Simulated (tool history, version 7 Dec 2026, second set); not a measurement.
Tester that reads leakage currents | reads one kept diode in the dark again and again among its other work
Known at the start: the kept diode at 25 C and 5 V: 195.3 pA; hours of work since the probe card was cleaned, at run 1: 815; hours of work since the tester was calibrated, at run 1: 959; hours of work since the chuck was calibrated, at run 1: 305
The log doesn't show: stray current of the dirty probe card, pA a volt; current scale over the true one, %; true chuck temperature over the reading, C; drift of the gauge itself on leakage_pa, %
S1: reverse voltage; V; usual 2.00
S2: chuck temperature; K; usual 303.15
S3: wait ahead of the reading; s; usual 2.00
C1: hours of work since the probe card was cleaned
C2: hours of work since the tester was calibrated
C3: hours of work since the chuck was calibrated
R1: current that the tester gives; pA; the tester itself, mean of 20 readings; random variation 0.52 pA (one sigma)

| run | day | S1 | S2 | S3 | C1 | C2 | C3 | R1 |
|---|---|---|---|---|---|---|---|---|
| 1 | 0.000 | 2.00 | 303.15 | 2.00 | 815 | 959 | 305 | 178.25 |
| 2 | 5.825 | 2.00 | 303.15 | 2.00 | 888 | 1032 | 379 | 178.54 |
| 3 | 9.317 | 2.00 | 303.15 | 2.00 | 932 | 1076 | 422 | 180.02 |
| 4 | 12.242 | 2.00 | 303.15 | 2.00 | 968 | 1113 | 459 | 180.96 |
| 5 | 15.750 | 4.45 | 303.15 | 2.00 | 1013 | 1157 | 503 | 280.67 |
| 6 | 20.646 | 4.45 | 303.15 | 2.00 | 1074 | 1218 | 565 | 281.29 |
| 7 | 25.333 | 4.45 | 303.15 | 2.00 | 1133 | 1277 | 624 | 282.12 |
| 8 | 29.288 | 4.45 | 303.15 | 0.34 | 1183 | 1327 | 673 | 284.29 |
| 9 | 34.567 | 1.66 | 303.15 | 2.00 | 1249 | 1393 | 740 | 168.10 |
| 10 | 39.850 | 1.66 | 303.15 | 2.00 | 1315 | 1460 | 806 | 168.80 |
| 11 | 43.058 | 1.66 | 303.15 | 2.00 | 1356 | 1500 | 846 | 170.39 |
|  | 46.442 | probe card cleaned and baked |
| 12 | 48.800 | 1.66 | 303.15 | 2.00 | 30 | 1571 | 917 | 169.76 |
|  | 49.862 | chuck's temperature calibrated |
| 13 | 52.975 | 1.66 | 303.15 | 2.00 | 81 | 1622 | 39 | 153.28 |
| 14 | 56.662 | 1.66 | 303.15 | 2.00 | 127 | 1668 | 85 | 153.39 |
| 15 | 59.329 | 1.66 | 303.15 | 2.00 | 161 | 1702 | 119 | 154.56 |
| 16 | 62.825 | 1.66 | 303.15 | 2.00 | 205 | 1746 | 163 | 153.94 |
| 17 | 66.767 | 1.66 | 303.15 | 3.04 | 254 | 1795 | 213 | 155.24 |
| 18 | 72.183 | 4.46 | 303.15 | 3.04 | 322 | 1863 | 281 | 265.23 |
| 19 | 77.546 | 18.42 | 303.15 | 2.00 | 390 | 1931 | 348 | 569.96 |
| 20 | 81.783 | 2.00 | 296.15 | 2.00 | 443 | 1984 | 401 | 103.44 |
|  | 84.775 | tester calibrated |
| 21 | 86.454 | 6.12 | 318.15 | 0.53 | 501 | 21 | 459 | 923.39 |
| 22 | 91.579 | 5.37 | 312.15 | 0.53 | 565 | 86 | 523 | 579.56 |
| 23 | 95.067 | 2.00 | 303.15 | 4.17 | 609 | 129 | 567 | 180.43 |
| 24 | 100.929 | 1.50 | 303.15 | 1.67 | 683 | 203 | 641 | 156.16 |
| 25 | 105.842 | 1.50 | 295.15 | 0.69 | 744 | 265 | 703 | 86.50 |
| 26 | 109.375 | 13.52 | 303.15 | 2.00 | 789 | 309 | 747 | 512.69 |
| 27 | 114.021 | 5.42 | 333.15 | 9.35 | 847 | 368 | 805 | 2301.20 |
| 28 | 116.833 | 5.42 | 333.15 | 9.35 | 883 | 403 | 841 | 2300.37 |
| 29 | 120.854 | 12.01 | 333.15 | 0.95 | 933 | 453 | 891 | 3513.18 |
| 30 | 123.596 | 12.01 | 333.15 | 0.95 | 968 | 488 | 926 | 3537.30 |
|  | 124.146 | chuck's temperature calibrated |
| 31 | 126.729 | 12.01 | 294.15 | 0.48 | 1006 | 526 | 33 | 235.60 |
| 32 | 131.896 | 12.01 | 294.15 | 1.46 | 1071 | 591 | 97 | 233.88 |
| 33 | 135.638 | 12.01 | 294.15 | 0.67 | 1118 | 638 | 144 | 236.80 |
| 34 | 140.846 | 2.00 | 303.15 | 0.45 | 1183 | 704 | 210 | 176.45 |
| 35 | 145.358 | 2.72 | 299.15 | 8.56 | 1240 | 760 | 267 | 156.00 |
| 36 | 149.754 | 2.00 | 301.15 | 6.73 | 1295 | 816 | 322 | 153.04 |
| 37 | 153.696 | 1.37 | 324.15 | 9.28 | 1345 | 865 | 371 | 608.38 |
|  | 157.962 | probe card cleaned and baked |
| 38 | 158.104 | 1.37 | 324.15 | 9.28 | 2 | 919 | 425 | 611.92 |
| 39 | 163.517 | 1.37 | 324.15 | 9.28 | 70 | 987 | 493 | 617.89 |
| 40 | 168.275 | 1.37 | 324.15 | 9.28 | 130 | 1047 | 553 | 617.16 |

Forecast each of these 3 alternatives for the next run:
| A | 172.758 | 2.04 | 331.15 | 0.46 | 186 | 1103 | 609 | ? |
| B | 172.758 | 7.66 | 303.15 | 2.00 | 186 | 1103 | 609 | ? |
| C | 172.758 | 2.00 | 308.15 | 1.83 | 186 | 1103 | 609 | ? |

| run | R1 |
|---|---|
| A | 1189.63 |
| B | 370.93 |
| C | 259.55 |
Without the tool's hidden state the same runs would have given:
| run | R1 |
|---|---|
| A | 1151.79 |
| B | 355.79 |
| C | 249.58 |

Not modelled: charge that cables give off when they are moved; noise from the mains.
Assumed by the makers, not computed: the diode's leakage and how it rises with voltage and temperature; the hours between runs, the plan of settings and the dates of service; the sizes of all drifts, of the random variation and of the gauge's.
